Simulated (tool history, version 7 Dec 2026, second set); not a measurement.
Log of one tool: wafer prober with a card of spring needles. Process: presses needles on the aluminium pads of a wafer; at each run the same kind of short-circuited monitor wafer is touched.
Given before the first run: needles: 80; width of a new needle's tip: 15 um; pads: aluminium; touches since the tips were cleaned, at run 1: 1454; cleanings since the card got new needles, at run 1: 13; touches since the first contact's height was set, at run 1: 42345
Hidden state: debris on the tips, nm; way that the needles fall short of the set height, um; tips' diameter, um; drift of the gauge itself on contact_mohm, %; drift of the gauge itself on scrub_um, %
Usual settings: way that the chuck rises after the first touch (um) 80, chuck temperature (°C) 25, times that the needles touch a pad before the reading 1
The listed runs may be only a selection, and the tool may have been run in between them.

run,hour,way that the chuck rises after the first touch (um),chuck temperature (°C),times that the needles touch a pad before the reading,touches since the tips were cleaned,cleanings since the card got new needles,touches since the first contact's height was set,resistance of one needle with its contact and lead (mohm),way that a needle slides on the pad (um)
1,0,80,25,1,1454,13,42345,153.3,10.32
# hour 3.7: tips cleaned on abrasive film
2,7.4,80,106,1,1399,14,45134,166.9,10.33
# hour 11.2: tips cleaned on abrasive film
3,13.4,74,106,1,819,15,47376,166.9,9.53
# hour 18.9: tips cleaned on abrasive film
4,21.5,74,106,1,1009,16,50451,166.7,9.52
# hour 26.5: tips cleaned on abrasive film
5,31.5,74,106,1,1908,17,54231,168.3,9.51
# hour 34.1: tips cleaned on abrasive film
6,40.5,68,35,1,2423,18,57617,156.8,8.72
# hour 42.3: tips cleaned on abrasive film
7,46.2,82,118,1,1482,19,59767,168.7,10.53
# hour 50.1: tips cleaned on abrasive film
8,51.5,82,118,1,541,20,61756,168.1,10.56
9,56.3,96,118,2,2364,20,63579,167.1,12.38
# hour 57.8: tips cleaned on abrasive film
10,63.4,96,118,2,2154,21,66284,168.3,12.38

Each run again, without the hidden state but with its own random variation kept:
run,resistance of one needle with its contact and lead (mohm),way that a needle slides on the pad (um)
1,150.8,10.4
2,164.6,10.41
3,165,9.63
4,164.5,9.62
5,164.9,9.62
6,152.3,8.83
7,166.5,10.64
8,166.9,10.68
9,165.3,12.5
10,166.6,12.5

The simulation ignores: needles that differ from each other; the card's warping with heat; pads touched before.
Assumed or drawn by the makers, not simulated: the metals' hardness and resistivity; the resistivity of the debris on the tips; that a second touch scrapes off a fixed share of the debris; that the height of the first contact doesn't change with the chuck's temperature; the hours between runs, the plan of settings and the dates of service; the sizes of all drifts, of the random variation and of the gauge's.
